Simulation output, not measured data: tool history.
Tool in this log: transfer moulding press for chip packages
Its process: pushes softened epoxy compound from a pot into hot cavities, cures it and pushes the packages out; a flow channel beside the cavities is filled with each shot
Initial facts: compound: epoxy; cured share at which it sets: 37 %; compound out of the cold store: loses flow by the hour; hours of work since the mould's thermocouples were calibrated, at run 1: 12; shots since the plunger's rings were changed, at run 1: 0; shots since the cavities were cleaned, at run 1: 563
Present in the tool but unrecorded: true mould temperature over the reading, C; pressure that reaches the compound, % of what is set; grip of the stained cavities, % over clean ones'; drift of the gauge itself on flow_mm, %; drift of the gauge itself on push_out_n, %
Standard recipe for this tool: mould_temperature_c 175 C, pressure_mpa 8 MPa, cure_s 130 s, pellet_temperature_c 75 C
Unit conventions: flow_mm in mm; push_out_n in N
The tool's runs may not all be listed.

| run | day | mould_temperature_c | pressure_mpa | cure_s | pellet_temperature_c | hours of work since the mould's thermocouples were calibrated | shots since the plunger's rings were changed | shots since the cavities were cleaned | incoming compound's hours out of the cold store | flow_mm | push_out_n |
|---|---|---|---|---|---|---|---|---|---|---|---|
| 1 | 0 | 175 | 8 | 130 | 75 | 12 | 0 | 563 | 44.7 | 751 | 360 |
| 2 | 0.317 | 175 | 8 | 130 | 75 | 18 | 82 | 645 | 10.9 | 859 | 351 |
|  | 0.488 | cavities cleaned with cleaning compound and waxed |
| 3 | 0.662 | 175 | 8 | 130 | 75 | 23 | 155 | 45 | 24.7 | 818 | 388 |
| 4 | 0.958 | 175 | 8 | 130 | 75 | 29 | 231 | 121 | 37 | 776 | 383 |
| 5 | 1.338 | 175 | 8 | 130 | 75 | 36 | 329 | 219 | 31.5 | 780 | 395 |
|  | 1.538 | cavities cleaned with cleaning compound and waxed, once more |
| 6 | 1.583 | 175 | 8 | 130 | 75 | 39 | 376 | 11 | 37.6 | 764 | 271 |
| 7 | 1.746 | 175 | 8 | 130 | 75 | 42 | 418 | 53 | 26.1 | 803 | 291 |
| 8 | 1.958 | 175 | 8 | 130 | 75 | 47 | 473 | 108 | 26.5 | 802 | 308 |
| 9 | 2.133 | 175 | 8 | 156 | 75 | 50 | 518 | 153 | 32.4 | 779 | 288 |
| 10 | 2.417 | 175 | 8 | 156 | 75 | 55 | 591 | 226 | 13.4 | 838 | 303 |
| 11 | 2.721 | 175 | 8 | 130 | 75 | 61 | 670 | 305 | 21.1 | 813 | 321 |
| 12 | 3.108 | 178 | 8 | 130 | 75 | 68 | 769 | 404 | 21 | 804 | 326 |
| 13 | 3.354 | 178 | 8 | 130 | 75 | 73 | 833 | 468 | 39.4 | 755 | 333 |
| 14 | 3.562 | 178 | 8 | 130 | 75 | 77 | 886 | 521 | 25.9 | 790 | 323 |
| 15 | 3.821 | 178 | 8 | 130 | 75 | 82 | 953 | 588 | 43.6 | 743 | 337 |
|  | 4.212 | cavities cleaned with cleaning compound and waxed |
| 16 | 4.212 | 178 | 8 | 162 | 75 | 88 | 1037 | 0 | 45.7 | 726 | 261 |
| 17 | 4.525 | 175 | 7.15 | 130 | 75 | 94 | 1118 | 81 | 25.5 | 758 | 296 |
| 18 | 4.758 | 175 | 7.15 | 130 | 75 | 98 | 1178 | 141 | 29.5 | 739 | 298 |
| 19 | 5.012 | 175 | 7.15 | 130 | 75 | 103 | 1244 | 207 | 13.4 | 784 | 309 |
| 20 | 5.275 | 177 | 8 | 130 | 70 | 108 | 1311 | 274 | 15.9 | 819 | 311 |
| 21 | 5.667 | 175 | 8 | 130 | 65 | 116 | 1413 | 376 | 41.8 | 747 | 340 |
| 22 | 6.05 | 173 | 8 | 143 | 74 | 123 | 1511 | 474 | 42.7 | 741 | 344 |
| 23 | 6.229 | 180 | 8 | 143 | 74 | 126 | 1557 | 520 | 24.7 | 776 | 324 |
| 24 | 6.592 | 169 | 8 | 121 | 75 | 133 | 1651 | 614 | 14.2 | 852 | 501 |
|  | 6.883 | cavities cleaned with cleaning compound and waxed |
| 25 | 6.888 | 169 | 8 | 121 | 75 | 138 | 1711 | 1 | 31.5 | 782 | 371 |
| 26 | 7.15 | 169 | 8 | 121 | 75 | 143 | 1778 | 68 | 9.2 | 856 | 398 |
| 27 | 7.483 | 169 | 8 | 130 | 75 | 149 | 1865 | 155 | 44.6 | 749 | 363 |
| 28 | 7.708 | 169 | 8 | 130 | 75 | 153 | 1922 | 212 | 23.9 | 804 | 377 |

Here are 5 independent what-if runs from the current tool condition. What would each one return?
| A | 8.104 | 169 | 8 | 116 | 75 | 161 | 2025 | 315 | 39.4 | ? | ? |
| B | 8.104 | 180 | 8 | 130 | 75 | 161 | 2025 | 315 | 28.2 | ? | ? |
| C | 8.104 | 169 | 8.6 | 130 | 75 | 161 | 2025 | 315 | 30.2 | ? | ? |
| D | 8.104 | 175 | 8 | 114 | 72 | 161 | 2025 | 315 | 42.8 | ? | ? |
| E | 8.104 | 169 | 8.32 | 130 | 75 | 161 | 2025 | 315 | 38.7 | ? | ? |

| run | flow_mm | push_out_n |
|---|---|---|
| A | 758 | 458 |
| B | 760 | 316 |
| C | 816 | 399 |
| D | 733 | 345 |
| E | 780 | 402 |
What these runs would have given with no unlogged condition in the tool:
| run | flow_mm | push_out_n |
|---|---|---|
| A | 787 | 393 |
| B | 789 | 265 |
| C | 847 | 342 |
| D | 761 | 292 |
| E | 810 | 344 |
